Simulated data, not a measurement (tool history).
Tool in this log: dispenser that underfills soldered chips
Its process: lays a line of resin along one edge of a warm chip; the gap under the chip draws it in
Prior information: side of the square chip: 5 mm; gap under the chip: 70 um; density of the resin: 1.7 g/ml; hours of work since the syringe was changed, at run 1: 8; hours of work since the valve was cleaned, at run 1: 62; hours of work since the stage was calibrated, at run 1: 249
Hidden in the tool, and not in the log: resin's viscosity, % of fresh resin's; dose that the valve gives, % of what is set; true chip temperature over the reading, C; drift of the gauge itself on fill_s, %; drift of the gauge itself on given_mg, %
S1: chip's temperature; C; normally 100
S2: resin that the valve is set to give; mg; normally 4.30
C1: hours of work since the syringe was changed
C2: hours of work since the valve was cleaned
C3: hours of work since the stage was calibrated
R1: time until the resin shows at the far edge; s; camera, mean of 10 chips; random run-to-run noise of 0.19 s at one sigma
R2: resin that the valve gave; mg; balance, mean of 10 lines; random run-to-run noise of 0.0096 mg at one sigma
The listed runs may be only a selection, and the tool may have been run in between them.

{"run": 1, "hour": 0.0, "S1": 100, "S2": 4.3, "C1": 8, "C2": 62, "C3": 249, "R1": 9.1, "R2": 4.179}
{"hour": 1.2, "done": "new syringe of resin"}
{"run": 2, "hour": 8.5, "S1": 100, "S2": 4.3, "C1": 5, "C2": 68, "C3": 254, "R1": 8.5, "R2": 4.164}
{"hour": 14.3, "done": "new syringe of resin"}
{"run": 3, "hour": 22.6, "S1": 100, "S2": 4.3, "C1": 6, "C2": 77, "C3": 263, "R1": 8.0, "R2": 4.149}
{"hour": 27.6, "done": "new syringe of resin"}
{"hour": 29.5, "done": "dispensing valve cleaned and set on the balance"}
{"run": 4, "hour": 31.4, "S1": 96, "S2": 4.3, "C1": 2, "C2": 1, "C3": 269, "R1": 9.0, "R2": 4.297}
{"run": 5, "hour": 40.2, "S1": 96, "S2": 4.3, "C1": 8, "C2": 7, "C3": 275, "R1": 10.9, "R2": 4.268}
{"hour": 42.5, "done": "new syringe of resin"}
{"run": 6, "hour": 51.1, "S1": 96, "S2": 4.3, "C1": 6, "C2": 14, "C3": 282, "R1": 10.3, "R2": 4.271}
{"hour": 56.3, "done": "new syringe of resin"}
{"run": 7, "hour": 60.6, "S1": 96, "S2": 4.3, "C1": 3, "C2": 21, "C3": 288, "R1": 9.1, "R2": 4.277}
{"hour": 69.4, "done": "new syringe of resin"}
{"run": 8, "hour": 72.5, "S1": 96, "S2": 4.3, "C1": 2, "C2": 29, "C3": 296, "R1": 9.1, "R2": 4.251}
{"run": 9, "hour": 80.3, "S1": 100, "S2": 5.13, "C1": 7, "C2": 34, "C3": 301, "R1": 8.8, "R2": 5.041}
{"hour": 82.9, "done": "new syringe of resin"}
{"run": 10, "hour": 86.6, "S1": 91, "S2": 4.3, "C1": 3, "C2": 38, "C3": 305, "R1": 11.0, "R2": 4.235}
{"hour": 96.4, "done": "new syringe of resin"}
{"run": 11, "hour": 98.6, "S1": 89, "S2": 4.3, "C1": 2, "C2": 46, "C3": 313, "R1": 11.4, "R2": 4.204}
{"run": 12, "hour": 108.0, "S1": 100, "S2": 4.3, "C1": 8, "C2": 52, "C3": 320, "R1": 8.5, "R2": 4.208}
{"hour": 110.6, "done": "new syringe of resin"}
{"run": 13, "hour": 115.3, "S1": 100, "S2": 4.39, "C1": 3, "C2": 57, "C3": 324, "R1": 8.0, "R2": 4.285}
{"hour": 123.7, "done": "new syringe of resin"}
{"run": 14, "hour": 125.2, "S1": 100, "S2": 4.39, "C1": 1, "C2": 64, "C3": 331, "R1": 7.5, "R2": 4.254}
{"run": 15, "hour": 135.2, "S1": 100, "S2": 4.39, "C1": 8, "C2": 70, "C3": 338, "R1": 8.9, "R2": 4.25}
{"hour": 137.2, "done": "new syringe of resin"}
{"run": 16, "hour": 143.5, "S1": 100, "S2": 4.3, "C1": 4, "C2": 76, "C3": 343, "R1": 8.3, "R2": 4.153}
{"hour": 150.6, "done": "new syringe of resin"}
{"hour": 153.0, "done": "dispensing valve cleaned and set on the balance"}
{"run": 17, "hour": 158.1, "S1": 100, "S2": 5.09, "C1": 4, "C2": 3, "C3": 352, "R1": 7.8, "R2": 5.1}
{"hour": 164.8, "done": "new syringe of resin"}
{"run": 18, "hour": 168.1, "S1": 88, "S2": 4.18, "C1": 2, "C2": 10, "C3": 359, "R1": 12.9, "R2": 4.176}
{"run": 19, "hour": 176.2, "S1": 92, "S2": 4.87, "C1": 8, "C2": 16, "C3": 364, "R1": 12.2, "R2": 4.84}
{"hour": 178.6, "done": "new syringe of resin"}
{"run": 20, "hour": 185.2, "S1": 87, "S2": 4.04, "C1": 4, "C2": 21, "C3": 370, "R1": 14.3, "R2": 3.999}
{"hour": 192.4, "done": "new syringe of resin"}
{"run": 21, "hour": 197.5, "S1": 86, "S2": 5.14, "C1": 3, "C2": 30, "C3": 378, "R1": 13.5, "R2": 5.074}
{"hour": 205.7, "done": "new syringe of resin"}
{"run": 22, "hour": 205.8, "S1": 106, "S2": 5.16, "C1": 0, "C2": 35, "C3": 384, "R1": 5.2, "R2": 5.103}
{"run": 23, "hour": 211.7, "S1": 89, "S2": 4.3, "C1": 4, "C2": 39, "C3": 388, "R1": 13.0, "R2": 4.212}
{"hour": 218.9, "done": "new syringe of resin"}
{"run": 24, "hour": 223.9, "S1": 89, "S2": 4.3, "C1": 3, "C2": 47, "C3": 396, "R1": 12.8, "R2": 4.19}
{"run": 25, "hour": 230.0, "S1": 106, "S2": 3.75, "C1": 8, "C2": 51, "C3": 400, "R1": 7.3, "R2": 3.665}
{"hour": 232.7, "done": "new syringe of resin"}
{"run": 26, "hour": 242.4, "S1": 99, "S2": 4.47, "C1": 7, "C2": 60, "C3": 408, "R1": 9.0, "R2": 4.339}
{"hour": 246.0, "done": "new syringe of resin"}
{"run": 27, "hour": 251.7, "S1": 114, "S2": 4.67, "C1": 4, "C2": 66, "C3": 414, "R1": 4.3, "R2": 4.534}
{"hour": 259.9, "done": "new syringe of resin"}
{"run": 28, "hour": 264.4, "S1": 103, "S2": 3.95, "C1": 3, "C2": 74, "C3": 423, "R1": 6.9, "R2": 3.811}
{"hour": 273.5, "done": "new syringe of resin"}
{"hour": 275.5, "done": "dispensing valve cleaned and set on the balance"}
{"run": 29, "hour": 276.1, "S1": 107, "S2": 4.79, "C1": 1, "C2": 0, "C3": 430, "R1": 5.4, "R2": 4.783}
{"run": 30, "hour": 286.5, "S1": 107, "S2": 4.79, "C1": 8, "C2": 7, "C3": 437, "R1": 6.5, "R2": 4.752}
{"hour": 288.1, "done": "new syringe of resin"}
{"run": 31, "hour": 298.9, "S1": 107, "S2": 4.79, "C1": 7, "C2": 16, "C3": 445, "R1": 6.5, "R2": 4.747}
{"hour": 302.1, "done": "new syringe of resin"}
{"run": 32, "hour": 308.8, "S1": 109, "S2": 3.74, "C1": 5, "C2": 22, "C3": 452, "R1": 5.9, "R2": 3.709}
{"hour": 315.2, "done": "new syringe of resin"}
{"run": 33, "hour": 318.2, "S1": 109, "S2": 3.74, "C1": 2, "C2": 28, "C3": 458, "R1": 5.4, "R2": 3.676}
{"hour": 329.0, "done": "new syringe of resin"}
{"run": 34, "hour": 329.0, "S1": 109, "S2": 3.74, "C1": 0, "C2": 36, "C3": 465, "R1": 4.4, "R2": 3.689}

Hidden state at the last listed run before each entry between runs and at the first one after, where it differs:
From run 1 to run 2: new syringe of resin (hour 1.2)
  resin's viscosity, % of fresh resin's: 129.6 -> 118.4; dose that the valve gives, % of what is set: 97.13 -> 96.86; true chip temperature over the reading, C: 0.97 -> 0.99
  difference, measured minus the result without the unlogged condition, R1: +1.9 -> +1.1 s; R2: -0.124 -> -0.134 mg
From run 2 to run 3: new syringe of resin (hour 14.3)
  resin's viscosity, % of fresh resin's: 118.4 -> 119.3; dose that the valve gives, % of what is set: 96.86 -> 96.42; true chip temperature over the reading, C: 0.99 -> 1.02
  difference, measured minus the result without the unlogged condition, R1: +1.1 -> +1.1 s; R2: -0.134 -> -0.154 mg
From run 3 to run 4: new syringe of resin (hour 27.6); dispensing valve cleaned and set on the balance (hour 29.5)
  resin's viscosity, % of fresh resin's: 119.3 -> 107.5; dose that the valve gives, % of what is set: 96.42 -> 99.99; true chip temperature over the reading, C: 1.02 -> 1.04
  difference, measured minus the result without the unlogged condition, R1: +1.1 -> +0.3 s; R2: -0.154 -> +0.000 mg
From run 5 to run 6: new syringe of resin (hour 42.5)
  resin's viscosity, % of fresh resin's: 131.4 -> 121.9; dose that the valve gives, % of what is set: 99.71 -> 99.35; true chip temperature over the reading, C: 1.06 -> 1.08
  difference, measured minus the result without the unlogged condition, R1: +2.3 -> +1.4 s; R2: -0.013 -> -0.028 mg
From run 6 to run 7: new syringe of resin (hour 56.3)
  resin's viscosity, % of fresh resin's: 121.9 -> 110; dose that the valve gives, % of what is set: 99.35 -> 99.06; true chip temperature over the reading, C: 1.08 -> 1.1
  difference, measured minus the result without the unlogged condition, R1: +1.4 -> +0.4 s; R2: -0.028 -> -0.040 mg
From run 7 to run 8: new syringe of resin (hour 69.4)
  resin's viscosity, % of fresh resin's: 110 -> 108.6; dose that the valve gives, % of what is set: 99.06 -> 98.71; true chip temperature over the reading, C: 1.1 -> 1.12
  difference, measured minus the result without the unlogged condition, R1: +0.4 -> +0.3 s; R2: -0.040 -> -0.055 mg
From run 9 to run 10: new syringe of resin (hour 82.9)
  resin's viscosity, % of fresh resin's: 129.5 -> 106.3; dose that the valve gives, % of what is set: 98.44 -> 98.27; true chip temperature over the reading, C: 1.14 -> 1.16
  difference, measured minus the result without the unlogged condition, R1: +1.7 -> +0.2 s; R2: -0.080 -> -0.075 mg
From run 10 to run 11: new syringe of resin (hour 96.4)
  resin's viscosity, % of fresh resin's: 106.3 -> 103; dose that the valve gives, % of what is set: 98.27 -> 97.91; true chip temperature over the reading, C: 1.16 -> 1.18
  difference, measured minus the result without the unlogged condition, R1: +0.2 -> -0.3 s; R2: -0.075 -> -0.089 mg
From run 12 to run 13: new syringe of resin (hour 110.6)
  resin's viscosity, % of fresh resin's: 127.5 -> 111.1; dose that the valve gives, % of what is set: 97.61 -> 97.37; true chip temperature over the reading, C: 1.2 -> 1.22
  difference, measured minus the result without the unlogged condition, R1: +1.6 -> +0.5 s; R2: -0.103 -> -0.115 mg
From run 13 to run 14: new syringe of resin (hour 123.7)
  resin's viscosity, % of fresh resin's: 111.1 -> 104; dose that the valve gives, % of what is set: 97.37 -> 97.05; true chip temperature over the reading, C: 1.22 -> 1.24
  difference, measured minus the result without the unlogged condition, R1: +0.5 -> +0.0 s; R2: -0.115 -> -0.129 mg
From run 15 to run 16: new syringe of resin (hour 137.2)
  resin's viscosity, % of fresh resin's: 130.5 -> 114.8; dose that the valve gives, % of what is set: 96.73 -> 96.48; true chip temperature over the reading, C: 1.26 -> 1.27
  difference, measured minus the result without the unlogged condition, R1: +1.8 -> +0.7 s; R2: -0.144 -> -0.151 mg
From run 16 to run 17: new syringe of resin (hour 150.6); dispensing valve cleaned and set on the balance (hour 153.0)
  resin's viscosity, % of fresh resin's: 114.8 -> 115; dose that the valve gives, % of what is set: 96.48 -> 99.87; true chip temperature over the reading, C: 1.27 -> 1.3
  difference, measured minus the result without the unlogged condition, R1: +0.7 -> +0.6 s; R2: -0.151 -> -0.006 mg
From run 17 to run 18: new syringe of resin (hour 164.8)
  resin's viscosity, % of fresh resin's: 115 -> 106.6; dose that the valve gives, % of what is set: 99.87 -> 99.56; true chip temperature over the reading, C: 1.3 -> 1.32
  difference, measured minus the result without the unlogged condition, R1: +0.6 -> +0.1 s; R2: -0.006 -> -0.019 mg
From run 19 to run 20: new syringe of resin (hour 178.6)
  resin's viscosity, % of fresh resin's: 128.4 -> 115.7; dose that the valve gives, % of what is set: 99.29 -> 99; true chip temperature over the reading, C: 1.34 -> 1.36
  difference, measured minus the result without the unlogged condition, R1: +2.1 -> +1.2 s; R2: -0.035 -> -0.041 mg
From run 20 to run 21: new syringe of resin (hour 192.4)
  resin's viscosity, % of fresh resin's: 115.7 -> 112; dose that the valve gives, % of what is set: 99 -> 98.63; true chip temperature over the reading, C: 1.36 -> 1.38
  difference, measured minus the result without the unlogged condition, R1: +1.2 -> +0.7 s; R2: -0.041 -> -0.071 mg
From run 21 to run 22: new syringe of resin (hour 205.7)
  resin's viscosity, % of fresh resin's: 112 -> 99.7; dose that the valve gives, % of what is set: 98.63 -> 98.36; true chip temperature over the reading, C: 1.38 -> 1.4
  difference, measured minus the result without the unlogged condition, R1: +0.7 -> -0.3 s; R2: -0.071 -> -0.084 mg
From run 23 to run 24: new syringe of resin (hour 218.9)
  resin's viscosity, % of fresh resin's: 113.9 -> 112.5; dose that the valve gives, % of what is set: 98.15 -> 97.76; true chip temperature over the reading, C: 1.41 -> 1.44
  difference, measured minus the result without the unlogged condition, R1: +0.8 -> +0.7 s; R2: -0.080 -> -0.097 mg
From run 25 to run 26: new syringe of resin (hour 232.7)
  resin's viscosity, % of fresh resin's: 129 -> 125.5; dose that the valve gives, % of what is set: 97.53 -> 97.18; true chip temperature over the reading, C: 1.45 -> 1.48
  difference, measured minus the result without the unlogged condition, R1: +1.3 -> +1.4 s; R2: -0.093 -> -0.126 mg
From run 26 to run 27: new syringe of resin (hour 246.0)
  resin's viscosity, % of fresh resin's: 125.5 -> 115.6; dose that the valve gives, % of what is set: 97.18 -> 96.86; true chip temperature over the reading, C: 1.48 -> 1.5
  difference, measured minus the result without the unlogged condition, R1: +1.4 -> +0.4 s; R2: -0.126 -> -0.146 mg
From run 27 to run 28: new syringe of resin (hour 259.9)
  resin's viscosity, % of fresh resin's: 115.6 -> 111.6; dose that the valve gives, % of what is set: 96.86 -> 96.48; true chip temperature over the reading, C: 1.5 -> 1.52
  difference, measured minus the result without the unlogged condition, R1: +0.4 -> +0.4 s; R2: -0.146 -> -0.138 mg
From run 28 to run 29: new syringe of resin (hour 273.5); dispensing valve cleaned and set on the balance (hour 275.5)
  resin's viscosity, % of fresh resin's: 111.6 -> 101.7; dose that the valve gives, % of what is set: 96.48 -> 99.83; true chip temperature over the reading, C: 1.52 -> 1.54
  difference, measured minus the result without the unlogged condition, R1: +0.4 -> -0.2 s; R2: -0.138 -> -0.008 mg
From run 30 to run 31: new syringe of resin (hour 288.1)
  resin's viscosity, % of fresh resin's: 128.9 -> 127.4; dose that the valve gives, % of what is set: 99.5 -> 99.11; true chip temperature over the reading, C: 1.57 -> 1.59
  difference, measured minus the result without the unlogged condition, R1: +1.1 -> +1.1 s; R2: -0.024 -> -0.043 mg
From run 31 to run 32: new syringe of resin (hour 302.1)
  resin's viscosity, % of fresh resin's: 127.4 -> 116; dose that the valve gives, % of what is set: 99.11 -> 98.8; true chip temperature over the reading, C: 1.59 -> 1.61
  difference, measured minus the result without the unlogged condition, R1: +1.1 -> +0.4 s; R2: -0.043 -> -0.045 mg
From run 32 to run 33: new syringe of resin (hour 315.2)
  resin's viscosity, % of fresh resin's: 116 -> 105.6; dose that the valve gives, % of what is set: 98.8 -> 98.5; true chip temperature over the reading, C: 1.61 -> 1.63
  difference, measured minus the result without the unlogged condition, R1: +0.4 -> +0.0 s; R2: -0.045 -> -0.057 mg
From run 33 to run 34: new syringe of resin (hour 329.0)
  resin's viscosity, % of fresh resin's: 105.6 -> 101.4; dose that the valve gives, % of what is set: 98.5 -> 98.18; true chip temperature over the reading, C: 1.63 -> 1.65
  difference, measured minus the result without the unlogged condition, R1: +0.0 -> -0.2 s; R2: -0.057 -> -0.068 mg
